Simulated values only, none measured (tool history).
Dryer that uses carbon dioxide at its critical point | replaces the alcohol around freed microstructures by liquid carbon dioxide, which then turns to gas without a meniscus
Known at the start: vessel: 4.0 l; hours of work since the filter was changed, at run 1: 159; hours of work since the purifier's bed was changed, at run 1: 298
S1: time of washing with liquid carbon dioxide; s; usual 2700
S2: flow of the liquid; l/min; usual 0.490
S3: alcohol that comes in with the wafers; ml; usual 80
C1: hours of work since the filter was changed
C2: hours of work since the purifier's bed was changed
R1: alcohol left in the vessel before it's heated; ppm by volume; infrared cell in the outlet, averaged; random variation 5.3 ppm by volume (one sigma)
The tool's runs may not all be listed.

run	day	S1	S2	S3	C1	C2	R1
1	0.000	2700	0.490	80	159	298	200
2	0.642	2700	0.490	80	167	306	192
3	1.683	2700	0.490	80	180	319	202
4	2.396	2700	0.490	80	189	328	218
5	3.567	2700	0.490	80	203	342	221
6	4.071	2700	0.490	79	210	349	221
7	4.688	2700	0.490	79	217	356	214
8	5.804	2700	0.490	79	231	370	219
9	6.338	2700	0.490	80	238	377	234
10	7.171	2700	0.490	80	249	388	241
11	8.054	2700	0.416	80	260	399	450
12	8.671	2700	0.416	80	267	406	438
13	9.467	2700	0.490	80	277	416	254
14	10.208	2700	0.490	80	287	426	259
15	11.167	2700	0.490	37	299	438	139
16	11.921	1980	0.490	80	308	447	768
17	12.775	2700	0.490	36	319	458	139
# day 13.179: inlet filter changed
18	13.338	2700	0.490	36	2	464	97
19	14.238	2700	0.490	80	13	476	170
20	15.004	2700	0.490	80	23	485	176
21	15.625	2700	0.490	52	31	493	138
22	16.638	2700	0.490	50	43	506	132
# day 16.867: purifier's bed changed
23	17.654	2700	0.503	80	55	10	127
24	18.162	2700	0.503	80	61	16	117
25	19.200	2160	0.309	80	74	29	1616
26	19.892	2580	0.812	47	83	38	16
27	20.600	2700	0.327	24	91	47	225
28	21.271	3360	0.647	80	100	55	13
29	22.108	2100	0.490	80	110	66	451
30	22.804	2100	0.490	80	119	74	466
31	23.783	3480	0.629	80	131	87	19
32	24.321	2160	0.796	60	138	93	37
33	25.267	2400	0.490	28	150	105	110
34	26.346	2400	0.490	28	164	119	104
35	26.954	2400	0.490	28	171	126	112

Forecast run 36:
36	27.629	2280	0.294	80	180	135	?

{"run 36": {"R1": 1807}}
Without the tool's hidden state the same run would have given R1 1483 ppm by volume.

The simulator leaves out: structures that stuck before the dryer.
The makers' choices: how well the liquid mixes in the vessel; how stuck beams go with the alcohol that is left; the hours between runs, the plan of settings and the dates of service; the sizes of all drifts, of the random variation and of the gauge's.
